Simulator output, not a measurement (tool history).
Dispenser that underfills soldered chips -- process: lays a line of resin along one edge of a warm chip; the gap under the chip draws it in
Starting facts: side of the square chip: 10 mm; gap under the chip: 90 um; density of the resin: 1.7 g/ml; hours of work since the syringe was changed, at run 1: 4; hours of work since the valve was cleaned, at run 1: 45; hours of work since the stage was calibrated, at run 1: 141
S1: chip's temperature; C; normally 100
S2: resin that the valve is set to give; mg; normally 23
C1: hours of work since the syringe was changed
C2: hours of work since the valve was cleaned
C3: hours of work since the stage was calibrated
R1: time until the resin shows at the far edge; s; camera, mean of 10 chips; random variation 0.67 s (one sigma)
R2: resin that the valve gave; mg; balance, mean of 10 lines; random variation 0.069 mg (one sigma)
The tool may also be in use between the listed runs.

run,hour,S1,S2,C1,C2,C3,R1,R2
1,0,100,23,4,45,141,79,22.6
# hour 6.7: new syringe of resin
2,8.2,100,23,1,50,146,65.9,22.52
# hour 13.3: dispensing valve cleaned and set on the balance
3,13.3,100,23,4,0,148,80.6,23.04
4,17.7,100,23,6,3,151,100.1,22.99
# hour 20: new syringe of resin
5,22.3,100,25.1,2,6,154,65.5,25.15
6,31.3,100,23,7,12,160,105.9,23.02
# hour 32.1: new syringe of resin
7,38.7,115,23,4,16,165,50.2,22.95
8,42.8,115,23,7,19,167,63.5,22.9
# hour 44.6: new syringe of resin
9,47.3,115,23,2,22,170,41.5,22.84
10,54.7,115,23,7,26,175,61.8,22.87
# hour 57.1: new syringe of resin
11,60.1,112,25.5,2,30,178,44.8,25.22
12,65.1,110,25.5,5,33,181,63.5,25.23
# hour 69.1: new syringe of resin
13,71.7,103,23,2,37,185,62,22.61
# hour 81.1: new syringe of resin
14,81.1,103,23,0,43,191,52.9,22.75
15,86.7,103,23,4,47,195,71.7,22.58
# hour 93.3: new syringe of resin
16,94.1,114,23,0,51,200,37.8,22.62
# hour 98.3: dispensing valve cleaned and set on the balance
17,103.7,103,28.6,6,4,205,86.4,28.63
# hour 106.3: new syringe of resin
18,110.4,103,28.6,3,8,209,65.2,28.68
# hour 118.8: new syringe of resin
19,118.8,88,25.4,0,13,215,92.9,25.39

Forecast each of these 3 alternatives for the next run:
A,127.1,109,22.1,5,18,220,?,?
B,127.1,87,24.5,5,18,220,?,?
C,127.1,85,23,5,18,220,?,?

run,R1,R2
A,67.5,21.92
B,146.9,24.35
C,155.8,22.69
What these runs would have given with no unlogged condition in the tool:
run,R1,R2
A,44.1,22.11
B,96.7,24.57
C,102.2,22.89
